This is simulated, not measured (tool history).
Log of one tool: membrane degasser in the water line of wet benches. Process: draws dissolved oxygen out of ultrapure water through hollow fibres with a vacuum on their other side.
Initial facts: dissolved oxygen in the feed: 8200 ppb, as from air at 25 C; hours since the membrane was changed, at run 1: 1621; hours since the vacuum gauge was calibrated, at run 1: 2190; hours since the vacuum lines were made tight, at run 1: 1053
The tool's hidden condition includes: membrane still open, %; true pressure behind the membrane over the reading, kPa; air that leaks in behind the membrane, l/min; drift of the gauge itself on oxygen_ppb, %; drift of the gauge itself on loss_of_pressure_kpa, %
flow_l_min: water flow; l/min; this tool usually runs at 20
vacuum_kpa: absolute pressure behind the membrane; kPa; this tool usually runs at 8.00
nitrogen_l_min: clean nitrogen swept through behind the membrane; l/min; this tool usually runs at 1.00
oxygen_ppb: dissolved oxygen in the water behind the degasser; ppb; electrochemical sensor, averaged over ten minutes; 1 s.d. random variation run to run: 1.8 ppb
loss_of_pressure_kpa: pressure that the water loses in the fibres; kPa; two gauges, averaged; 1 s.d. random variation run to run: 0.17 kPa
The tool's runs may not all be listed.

run   hour  flow_l_min  vacuum_kpa  nitrogen_l_min  hours since the membrane was changed  hours since the vacuum gauge was calibrated  hours since the vacuum lines were made tight  oxygen_ppb  loss_of_pressure_kpa
  1    0.0          20        8.00            1.00                                  1621                                         2190                                          1053       221.5                 28.77
  2   27.3          20        8.00            1.00                                  1648                                         2217                                          1080       225.4                 28.92
  3   58.5          20       15.19            1.00                                  1679                                         2248                                          1112       522.0                 28.97
  4   87.6          32        8.00            1.00                                  1709                                         2277                                          1141       354.2                 45.93
  5  122.3          20        8.00            1.00                                  1743                                         2312                                          1175       228.1                 29.17
  6  172.1          20        8.00            1.00                                  1793                                         2362                                          1225       225.6                 28.66
  7  209.8          20        8.00            1.00                                  1831                                         2400                                          1263       225.3                 29.38
  8  242.5          20       13.76            2.76                                  1863                                         2432                                          1296       191.5                 28.92
  9  295.1          26       13.76            1.31                                  1916                                         2485                                          1348       475.0                 37.72
 10  323.8          27       18.59            1.00                                  1945                                         2514                                          1377       853.1                 38.94
 11  367.7          31        6.96            1.00                                  1989                                         2557                                          1421       276.9                 45.38
 12  403.0          20       12.18            2.07                                  2024                                         2593                                          1456       214.9                 28.99
 13  433.8          32       11.17            2.07                                  2055                                         2624                                          1487       313.6                 46.83

Below, some changes in oxygen_ppb between adjacent runs. For each, the amount present without the hidden state too (settings, incoming material, random variation) and the amount remaining for the hidden state with gauge scatter not shared by both compared results:
Run 10 -> 11: flow_l_min 27 -> 31, vacuum_kpa 18.59 -> 6.96. oxygen_ppb -576.2 ppb: hidden state +0.1, all else -576.3.
Run 11 -> 12: flow_l_min 31 -> 20, vacuum_kpa 6.96 -> 12.18, nitrogen_l_min 1.00 -> 2.07. oxygen_ppb -62.0 ppb: hidden state -3.6, all else -58.4.
